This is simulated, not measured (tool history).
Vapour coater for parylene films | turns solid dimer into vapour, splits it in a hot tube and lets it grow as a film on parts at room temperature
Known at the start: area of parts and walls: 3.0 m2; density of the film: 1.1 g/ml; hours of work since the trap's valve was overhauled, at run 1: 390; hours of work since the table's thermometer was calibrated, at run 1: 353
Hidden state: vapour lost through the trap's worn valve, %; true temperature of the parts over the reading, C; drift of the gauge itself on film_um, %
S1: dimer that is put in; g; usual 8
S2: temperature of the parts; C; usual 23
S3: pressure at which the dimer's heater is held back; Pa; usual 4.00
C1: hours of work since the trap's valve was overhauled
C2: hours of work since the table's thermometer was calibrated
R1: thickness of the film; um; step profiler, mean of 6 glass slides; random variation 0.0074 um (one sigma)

run,hour,S1,S2,S3,C1,C2,R1
1,0.0,8,23,4.00,390,353,1.084
2,22.9,8,23,3.99,409,372,1.108
3,56.8,8,23,3.99,437,400,1.093
4,85.9,8,23,3.99,461,424,1.088
5,111.9,8,23,8.42,483,445,1.046
6,151.6,8,23,8.42,516,478,1.034
7,175.2,8,23,8.42,535,498,1.030
8,199.8,8,23,8.42,556,518,1.038
9,234.7,8,23,8.42,585,547,1.027
# hour 270.8: trap's valve overhauled
10,288.9,8,23,8.42,15,589,1.127
11,320.0,8,23,8.42,41,614,1.119
12,344.5,8,23,8.42,61,635,1.121
13,374.4,4,23,8.42,86,659,0.549
14,414.7,6,23,4.00,119,693,0.880
15,438.1,6,23,4.00,138,712,0.861
16,459.9,6,23,3.03,156,730,0.886
17,480.5,8,23,4.00,174,747,1.144
18,518.8,8,23,4.00,205,779,1.129
19,549.2,8,23,4.00,230,804,1.132
20,595.5,8,23,4.00,269,842,1.125
21,624.9,8,23,4.00,293,867,1.118
22,665.4,8,23,4.00,326,900,1.119
23,693.8,8,23,4.00,350,923,1.115
24,743.4,3,15,4.00,391,965,0.479
25,775.1,3,15,4.00,417,991,0.481
# hour 780.7: table's thermometer calibrated
26,819.0,5,27,6.90,453,32,0.615
27,842.0,5,28,4.95,472,51,0.610
28,887.6,4,20,5.03,510,88,0.561
29,933.0,4,20,3.48,547,126,0.583
# hour 945.1: table's thermometer calibrated, once more
30,976.3,7,18,4.67,582,26,0.992
# hour 1015.6: trap's valve overhauled
31,1015.6,8,23,3.25,0,55,1.167
32,1037.0,8,23,3.25,18,73,1.181
33,1086.0,9,25,3.94,58,113,1.263
34,1128.8,9,24,3.94,94,149,1.279
35,1172.0,4,32,6.68,129,184,0.465
36,1222.0,4,32,6.68,171,226,0.482
37,1270.3,14,23,11.04,211,266,1.865
38,1307.5,8,26,4.00,242,296,1.068
39,1348.5,8,23,3.35,275,330,1.113
40,1386.9,8,27,2.35,307,362,1.062
41,1422.0,8,23,4.98,336,391,1.092
42,1444.0,8,23,4.98,354,409,1.088
43,1479.5,11,23,6.45,384,439,1.459
44,1524.2,11,23,6.45,421,476,1.439
45,1554.1,3,26,5.24,446,501,0.377
46,1599.3,3,30,2.54,483,538,0.364

Forecast each of these 3 alternatives for the next run:
A,1628.8,3,17,11.48,507,562,?
B,1628.8,3,16,2.54,507,562,?
C,1628.8,6,26,6.20,507,562,?

run,R1
A,0.408
B,0.464
C,0.743
Without the tool's hidden state the same runs would have given:
run,R1
A,0.447
B,0.507
C,0.812
